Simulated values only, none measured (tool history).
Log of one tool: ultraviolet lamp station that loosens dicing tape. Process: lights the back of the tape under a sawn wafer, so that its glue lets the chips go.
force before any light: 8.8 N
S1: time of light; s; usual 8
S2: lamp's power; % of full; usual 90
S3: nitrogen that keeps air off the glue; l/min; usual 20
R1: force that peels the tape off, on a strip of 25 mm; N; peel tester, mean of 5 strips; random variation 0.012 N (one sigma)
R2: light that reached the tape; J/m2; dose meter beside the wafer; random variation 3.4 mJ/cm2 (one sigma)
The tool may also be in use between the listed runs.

run,day,S1,S2,S3,R1,R2
1,0.000,8,90,20,0.632,5070
2,0.375,8,90,20,0.626,5040
3,0.808,8,90,12,0.962,4950
4,1.308,8,90,12,0.961,5000
5,1.546,8,90,12,0.983,5020
6,1.967,8,90,12,0.961,4980
7,2.325,8,90,7,1.445,4920
8,2.725,8,90,15,0.799,4940
9,3.142,12,86,15,0.429,7120
10,3.517,5,68,19,2.402,2330
11,3.954,8,66,11,1.710,3590

5 ways to go on from here, each from the tool as it stands after run 11. What would each give?
A,4.458,8,76,12,?,?
B,4.458,8,86,20,?,?
C,4.458,8,96,11,?,?
D,4.458,8,77,11,?,?
E,4.458,6,69,27,?,?

run,R1,R2
A,1.341,4160
B,0.720,4730
C,0.958,5200
D,1.359,4180
E,1.483,2820
Without the tool's hidden state the same runs would have given:
run,R1,R2
A,1.136,4570
B,0.598,5200
C,0.799,5720
D,1.154,4600
E,1.263,3110
